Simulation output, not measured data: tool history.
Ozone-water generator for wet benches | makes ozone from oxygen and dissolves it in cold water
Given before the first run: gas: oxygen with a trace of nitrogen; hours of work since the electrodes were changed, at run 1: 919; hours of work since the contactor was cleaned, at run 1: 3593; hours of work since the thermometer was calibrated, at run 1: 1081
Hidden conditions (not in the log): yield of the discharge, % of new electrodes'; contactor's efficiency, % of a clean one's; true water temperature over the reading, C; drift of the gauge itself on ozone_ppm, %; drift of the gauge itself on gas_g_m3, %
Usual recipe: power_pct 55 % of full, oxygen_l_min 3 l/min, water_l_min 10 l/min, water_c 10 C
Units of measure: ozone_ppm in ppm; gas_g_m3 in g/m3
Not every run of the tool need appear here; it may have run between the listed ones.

| run | hour | power_pct | oxygen_l_min | water_l_min | water_c | hours of work since the electrodes were changed | hours of work since the contactor was cleaned | hours of work since the thermometer was calibrated | ozone_ppm | gas_g_m3 |
|---|---|---|---|---|---|---|---|---|---|---|
| 1 | 0 | 55 | 3 | 10 | 10 | 919 | 3593 | 1081 | 19.1 | 131.2 |
| 2 | 34.9 | 55 | 3 | 10 | 8 | 941 | 3615 | 1103 | 19.4 | 130.3 |
| 3 | 73.7 | 55 | 3 | 10 | 9 | 966 | 3639 | 1127 | 19.2 | 131.8 |
| 4 | 100.5 | 55 | 3 | 7 | 9 | 982 | 3656 | 1144 | 25.2 | 131.4 |
| 5 | 123.3 | 55 | 3 | 10 | 11 | 997 | 3671 | 1159 | 18.6 | 130.7 |
| 6 | 175.3 | 55 | 5.04 | 10 | 10 | 1030 | 3703 | 1192 | 17.7 | 94.2 |
| 7 | 211.5 | 55 | 5.04 | 10 | 10 | 1053 | 3726 | 1215 | 17.6 | 94.1 |
| 8 | 255.3 | 55 | 5.04 | 10 | 10 | 1080 | 3754 | 1242 | 17.4 | 94.3 |
| 9 | 298 | 55 | 5.04 | 10 | 10 | 1107 | 3781 | 1269 | 17.5 | 92.9 |
| 10 | 341.1 | 55 | 3 | 10 | 10 | 1135 | 3808 | 1297 | 18.9 | 130.6 |
| 11 | 379.7 | 55 | 3 | 10 | 10 | 1159 | 3833 | 1321 | 18.9 | 131.5 |
| 12 | 425.3 | 55 | 3 | 10 | 10 | 1188 | 3862 | 1350 | 18.9 | 130.2 |
|  | 427.9 | water thermometer calibrated |
| 13 | 452.3 | 55 | 3 | 16 | 14 | 1205 | 3878 | 15 | 11.6 | 130.7 |
| 14 | 481.5 | 55 | 3 | 16 | 14 | 1223 | 3897 | 34 | 11.4 | 130.8 |
| 15 | 522.7 | 55 | 3.44 | 8 | 14 | 1249 | 3923 | 60 | 21 | 118.9 |

Run 16 has not been measured yet. What should we expect?
| 16 | 562.7 | 55 | 1.62 | 8 | 14 | 1275 | 3948 | 85 | ? | ? |

ozone_ppm: 22.2 ppm
gas_g_m3: 195.4 g/m3
If the tool had no hidden condition, the same run with the same run-to-run variation would have returned ozone_ppm 23.2 ppm, gas_g_m3 199.6 g/m3.
